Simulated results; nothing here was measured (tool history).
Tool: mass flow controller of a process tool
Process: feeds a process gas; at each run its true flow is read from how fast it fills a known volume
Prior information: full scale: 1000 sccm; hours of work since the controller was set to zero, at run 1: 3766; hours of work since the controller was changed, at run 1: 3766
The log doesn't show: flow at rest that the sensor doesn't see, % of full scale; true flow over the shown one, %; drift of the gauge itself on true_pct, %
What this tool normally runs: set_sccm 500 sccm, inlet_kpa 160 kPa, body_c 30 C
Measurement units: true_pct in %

run	hour	set_sccm	inlet_kpa	body_c	hours of work since the controller was set to zero	hours of work since the controller was changed	true_pct
1	0	500	160	30	3766	3766	98.6
2	55.5	500	160	30	3787	3787	98.62
3	121	465	160	30	3811	3811	98.45
4	216.3	500	160	30	3847	3847	98.63
5	306.6	232	160	30	3881	3881	97.91
6	361.1	232	160	30	3901	3901	97.84
7	406.8	412	160	30	3918	3918	98.48
8	505.8	412	160	30	3955	3955	98.3
9	585.7	500	225	30	3985	3985	98.36
10	636.6	527	225	30	4004	4004	98.59
11	678.2	117	214	23	4019	4019	97.69
12	731.9	117	214	23	4039	4039	97.67
13	826.9	863	165	33	4075	4075	99.48

The next listed run, before its measurement:
14	888.7	536	258	37	4098	4098	?

{"run 14": {"true_pct": 98.19}}
On a tool with no hidden condition, and with the same random variation, this run would have come out at true_pct 98.19 %.

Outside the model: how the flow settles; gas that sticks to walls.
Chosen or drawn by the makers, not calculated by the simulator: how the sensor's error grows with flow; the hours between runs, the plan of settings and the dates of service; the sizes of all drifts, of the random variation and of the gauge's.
